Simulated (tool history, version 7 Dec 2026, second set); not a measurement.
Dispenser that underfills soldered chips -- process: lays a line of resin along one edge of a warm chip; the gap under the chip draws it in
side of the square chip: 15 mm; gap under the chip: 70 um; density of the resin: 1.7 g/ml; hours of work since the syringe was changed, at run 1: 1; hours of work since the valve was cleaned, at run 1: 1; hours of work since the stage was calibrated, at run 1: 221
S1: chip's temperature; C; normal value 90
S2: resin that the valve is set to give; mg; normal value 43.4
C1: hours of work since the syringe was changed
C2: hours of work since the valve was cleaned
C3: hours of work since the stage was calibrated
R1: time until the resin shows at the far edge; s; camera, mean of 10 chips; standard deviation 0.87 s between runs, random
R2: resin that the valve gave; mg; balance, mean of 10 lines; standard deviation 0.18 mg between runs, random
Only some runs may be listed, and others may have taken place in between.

{"run": 1, "day": 0.0, "S1": 90, "S2": 43.4, "C1": 1, "C2": 1, "C3": 221, "R1": 81.0, "R2": 43.28}
{"run": 2, "day": 0.246, "S1": 90, "S2": 43.4, "C1": 5, "C2": 5, "C3": 225, "R1": 95.4, "R2": 43.09}
{"run": 3, "day": 0.558, "S1": 90, "S2": 43.4, "C1": 10, "C2": 10, "C3": 230, "R1": 119.4, "R2": 42.62}
{"day": 0.683, "done": "new syringe of resin"}
{"run": 4, "day": 0.85, "S1": 79, "S2": 43.4, "C1": 3, "C2": 14, "C3": 234, "R1": 136.4, "R2": 42.82}
{"run": 5, "day": 1.354, "S1": 88, "S2": 43.4, "C1": 11, "C2": 22, "C3": 242, "R1": 135.5, "R2": 42.84}
{"day": 1.446, "done": "new syringe of resin"}
{"run": 6, "day": 1.617, "S1": 90, "S2": 43.4, "C1": 3, "C2": 26, "C3": 246, "R1": 88.4, "R2": 42.21}
{"run": 7, "day": 1.95, "S1": 90, "S2": 43.4, "C1": 8, "C2": 31, "C3": 252, "R1": 113.1, "R2": 42.3}
{"day": 2.192, "done": "new syringe of resin"}
{"run": 8, "day": 2.45, "S1": 87, "S2": 43.4, "C1": 4, "C2": 39, "C3": 259, "R1": 105.5, "R2": 42.07}
{"run": 9, "day": 2.717, "S1": 90, "S2": 43.4, "C1": 8, "C2": 43, "C3": 264, "R1": 111.8, "R2": 41.62}
{"day": 2.95, "done": "new syringe of resin"}
{"run": 10, "day": 3.083, "S1": 90, "S2": 44.7, "C1": 2, "C2": 49, "C3": 269, "R1": 85.8, "R2": 42.92}
{"run": 11, "day": 3.412, "S1": 90, "S2": 44.7, "C1": 7, "C2": 54, "C3": 274, "R1": 106.2, "R2": 42.67}
{"run": 12, "day": 3.625, "S1": 77, "S2": 43.4, "C1": 11, "C2": 58, "C3": 278, "R1": 216.2, "R2": 41.3}
{"day": 3.696, "done": "new syringe of resin"}
{"run": 13, "day": 3.921, "S1": 90, "S2": 43.4, "C1": 4, "C2": 62, "C3": 282, "R1": 90.7, "R2": 41.05}
{"run": 14, "day": 4.4, "S1": 84, "S2": 43.4, "C1": 11, "C2": 70, "C3": 290, "R1": 159.3, "R2": 41.22}
{"day": 4.438, "done": "new syringe of resin"}
{"run": 15, "day": 4.908, "S1": 84, "S2": 43.4, "C1": 7, "C2": 78, "C3": 298, "R1": 138.0, "R2": 40.93}
{"run": 16, "day": 5.154, "S1": 84, "S2": 43.4, "C1": 11, "C2": 82, "C3": 302, "R1": 161.9, "R2": 40.63}
{"day": 5.196, "done": "new syringe of resin"}
{"run": 17, "day": 5.533, "S1": 84, "S2": 43.4, "C1": 5, "C2": 87, "C3": 308, "R1": 123.3, "R2": 40.53}
{"day": 5.933, "done": "new syringe of resin"}
{"run": 18, "day": 5.933, "S1": 84, "S2": 48.5, "C1": 0, "C2": 93, "C3": 314, "R1": 97.5, "R2": 45.02}
{"run": 19, "day": 6.175, "S1": 104, "S2": 50.9, "C1": 4, "C2": 97, "C3": 317, "R1": 54.3, "R2": 47.3}
{"day": 6.412, "done": "dispensing valve cleaned and set on the balance"}
{"run": 20, "day": 6.558, "S1": 90, "S2": 45.9, "C1": 9, "C2": 2, "C3": 323, "R1": 118.3, "R2": 45.61}
{"day": 6.725, "done": "new syringe of resin"}
{"run": 21, "day": 6.808, "S1": 91, "S2": 41.5, "C1": 1, "C2": 6, "C3": 327, "R1": 80.8, "R2": 41.1}
{"run": 22, "day": 7.179, "S1": 104, "S2": 51.5, "C1": 7, "C2": 12, "C3": 333, "R1": 63.0, "R2": 50.97}
{"day": 7.479, "done": "new syringe of resin"}
{"run": 23, "day": 7.496, "S1": 104, "S2": 51.5, "C1": 0, "C2": 17, "C3": 337, "R1": 45.4, "R2": 50.91}
{"run": 24, "day": 7.925, "S1": 90, "S2": 46.7, "C1": 7, "C2": 24, "C3": 344, "R1": 101.7, "R2": 45.45}
{"day": 8.242, "done": "new syringe of resin"}
{"run": 25, "day": 8.317, "S1": 104, "S2": 51.4, "C1": 1, "C2": 30, "C3": 350, "R1": 47.5, "R2": 50.03}
{"run": 26, "day": 8.671, "S1": 104, "S2": 51.4, "C1": 7, "C2": 35, "C3": 356, "R1": 61.1, "R2": 49.93}
{"day": 9.004, "done": "new syringe of resin"}
{"run": 27, "day": 9.017, "S1": 102, "S2": 56.2, "C1": 0, "C2": 41, "C3": 361, "R1": 49.2, "R2": 54.18}
{"run": 28, "day": 9.5, "S1": 102, "S2": 56.2, "C1": 8, "C2": 48, "C3": 369, "R1": 68.2, "R2": 53.96}
{"day": 9.746, "done": "new syringe of resin"}
{"run": 29, "day": 10.0, "S1": 102, "S2": 38.8, "C1": 4, "C2": 56, "C3": 377, "R1": 61.4, "R2": 36.76}
{"day": 10.496, "done": "new syringe of resin"}
{"run": 30, "day": 10.496, "S1": 100, "S2": 56.0, "C1": 0, "C2": 64, "C3": 384, "R1": 52.0, "R2": 53.51}
{"day": 10.604, "done": "stage's temperature calibrated"}
{"run": 31, "day": 10.788, "S1": 100, "S2": 56.0, "C1": 4, "C2": 68, "C3": 3, "R1": 66.8, "R2": 52.85}
{"run": 32, "day": 11.15, "S1": 88, "S2": 42.8, "C1": 10, "C2": 73, "C3": 9, "R1": 140.5, "R2": 39.87}
{"day": 11.283, "done": "new syringe of resin"}
{"run": 33, "day": 11.396, "S1": 90, "S2": 53.7, "C1": 2, "C2": 77, "C3": 12, "R1": 89.5, "R2": 50.35}
{"run": 34, "day": 11.729, "S1": 95, "S2": 52.7, "C1": 7, "C2": 82, "C3": 18, "R1": 94.0, "R2": 49.24}
{"run": 35, "day": 11.992, "S1": 89, "S2": 46.1, "C1": 11, "C2": 87, "C3": 22, "R1": 143.0, "R2": 43.25}

Selected run-to-run steps in R1, each split into two signed amounts: the part the tool would show with no hidden state at all (from settings, incoming material and random variation), and the remainder, which goes to the hidden state together with any gauge scatter not common to the measured and the hidden-state-free results:
What the log doesn't record here: resin's viscosity, % of fresh resin's; dose that the valve gives, % of what is set; true chip temperature over the reading, C; drift of the gauge itself on fill_s, %; drift of the gauge itself on given_mg, %.
Run 11 -> 12: S1 90 -> 77, S2 44.7 -> 43.4. R1 +110.0 s: hidden state +49.8, all else +60.2.
Run 12 -> 13: S1 77 -> 90, new syringe of resin. R1 -125.5 s: hidden state -67.1, all else -58.4.
Run 13 -> 14: S1 90 -> 84. R1 +68.6 s: hidden state +47.9, all else +20.7.
Run 31 -> 32: S1 100 -> 88, S2 56.0 -> 42.8. R1 +73.7 s: hidden state +40.4, all else +33.3.
